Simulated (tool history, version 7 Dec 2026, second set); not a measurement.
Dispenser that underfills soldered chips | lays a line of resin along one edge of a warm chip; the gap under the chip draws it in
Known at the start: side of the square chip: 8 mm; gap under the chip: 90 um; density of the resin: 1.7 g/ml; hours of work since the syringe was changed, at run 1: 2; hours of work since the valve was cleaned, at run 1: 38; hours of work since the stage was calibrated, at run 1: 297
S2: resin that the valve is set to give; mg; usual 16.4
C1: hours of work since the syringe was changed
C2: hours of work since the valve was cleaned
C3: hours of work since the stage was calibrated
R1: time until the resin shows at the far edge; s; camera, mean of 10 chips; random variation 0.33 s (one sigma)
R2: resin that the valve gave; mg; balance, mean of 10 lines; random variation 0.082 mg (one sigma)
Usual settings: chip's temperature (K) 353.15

run 1 hour=0 | chip's_temperature_(K)=353.15 S2=16.4 | C1=2 C2=38 C3=297 | R1=14.3 R2=15.73
-- hour=9.9 new syringe of resin
-- hour=11.4 dispensing valve cleaned and set on the balance
run 2 hour=13.2 | chip's_temperature_(K)=353.15 S2=16.4 | C1=1 C2=1 C3=304 | R1=12.8 R2=16.39
run 3 hour=21.3 | chip's_temperature_(K)=353.15 S2=16.4 | C1=6 C2=6 C3=309 | R1=17.5 R2=16.31
-- hour=23.6 new syringe of resin
run 4 hour=29.5 | chip's_temperature_(K)=353.15 S2=16.4 | C1=4 C2=11 C3=314 | R1=14.9 R2=16.23
-- hour=35.6 new syringe of resin
run 5 hour=37.4 | chip's_temperature_(K)=353.15 S2=16.4 | C1=1 C2=15 C3=319 | R1=13.3 R2=16.01
run 6 hour=43.1 | chip's_temperature_(K)=353.15 S2=15.3 | C1=5 C2=19 C3=322 | R1=15.5 R2=14.92
-- hour=47.7 new syringe of resin
run 7 hour=52.3 | chip's_temperature_(K)=350.15 S2=16.4 | C1=3 C2=24 C3=327 | R1=16.6 R2=16.04
-- hour=60 new syringe of resin
run 8 hour=62.9 | chip's_temperature_(K)=350.15 S2=16.4 | C1=2 C2=30 C3=334 | R1=15.5 R2=16.06
run 9 hour=71.3 | chip's_temperature_(K)=350.15 S2=16.4 | C1=7 C2=35 C3=339 | R1=20.7 R2=15.87
-- hour=72.2 new syringe of resin
run 10 hour=79.7 | chip's_temperature_(K)=350.15 S2=16.4 | C1=4 C2=40 C3=343 | R1=18.1 R2=15.8
-- hour=84.7 new syringe of resin
-- hour=87.6 dispensing valve cleaned and set on the balance
run 11 hour=90.7 | chip's_temperature_(K)=353.15 S2=16.4 | C1=3 C2=2 C3=349 | R1=14.2 R2=16.5
run 12 hour=97.1 | chip's_temperature_(K)=353.15 S2=16.4 | C1=7 C2=6 C3=353 | R1=17.5 R2=16.23
-- hour=98.1 new syringe of resin
run 13 hour=106.8 | chip's_temperature_(K)=353.15 S2=16.4 | C1=5 C2=11 C3=359 | R1=16.1 R2=16.17
-- hour=110.4 new syringe of resin
run 14 hour=112.5 | chip's_temperature_(K)=353.15 S2=16.4 | C1=1 C2=15 C3=362 | R1=12.4 R2=16.11
-- hour=123 new syringe of resin
run 15 hour=123.7 | chip's_temperature_(K)=347.15 S2=16.6 | C1=0 C2=21 C3=369 | R1=16.2 R2=16.23
-- hour=135.3 new syringe of resin
run 16 hour=136.5 | chip's_temperature_(K)=339.15 S2=16.6 | C1=1 C2=29 C3=376 | R1=25.5 R2=16.26
run 17 hour=145 | chip's_temperature_(K)=339.15 S2=16.6 | C1=6 C2=34 C3=381 | R1=33.8 R2=16.14
-- hour=147.3 new syringe of resin
run 18 hour=152.8 | chip's_temperature_(K)=339.15 S2=16.6 | C1=3 C2=38 C3=386 | R1=29 R2=16.11
run 19 hour=158.2 | chip's_temperature_(K)=352.15 S2=16.4 | C1=7 C2=42 C3=389 | R1=18.4 R2=15.84
-- hour=159.2 new syringe of resin
-- hour=163.5 dispensing valve cleaned and set on the balance
run 20 hour=169.5 | chip's_temperature_(K)=352.15 S2=16.4 | C1=6 C2=4 C3=395 | R1=17 R2=16.2
-- hour=172.4 new syringe of resin
run 21 hour=180 | chip's_temperature_(K)=352.15 S2=16.4 | C1=5 C2=10 C3=401 | R1=16.2 R2=16.22
-- hour=184.8 new syringe of resin
run 22 hour=188.2 | chip's_temperature_(K)=349.15 S2=15 | C1=2 C2=14 C3=406 | R1=16.8 R2=14.74
run 23 hour=195.4 | chip's_temperature_(K)=349.15 S2=15 | C1=6 C2=19 C3=410 | R1=20.8 R2=14.82
-- hour=196.6 new syringe of resin
run 24 hour=205.3 | chip's_temperature_(K)=339.15 S2=21.3 | C1=5 C2=25 C3=416 | R1=32.5 R2=20.59
-- hour=208.7 new syringe of resin
run 25 hour=214.6 | chip's_temperature_(K)=362.15 S2=18.1 | C1=4 C2=30 C3=421 | R1=9.1 R2=17.46

Hidden state or all else? Some run-to-run changes of R1, split into what the settings, what came in and random variation would give without the hidden state, and what is left for the hidden state (with any gauge scatter that isn't in both results):
The hidden state here: resin's viscosity, % of fresh resin's; dose that the valve gives, % of what is set; true chip temperature over the reading, C; drift of the gauge itself on fill_s, %; drift of the gauge itself on given_mg, %.
Run 16 -> 17: no setting changed, nothing entered. R1 +8.3 s: hidden state +8.3, all else +0.
Run 23 -> 24: chip's temperature (K) 349.15 -> 339.15, S2 15 -> 21.3, new syringe of resin. R1 +11.7 s: hidden state +1.2, all else +10.5.
Run 24 -> 25: chip's temperature (K) 339.15 -> 362.15, S2 21.3 -> 18.1, new syringe of resin. R1 -23.4 s: hidden state -5.1, all else -18.3.
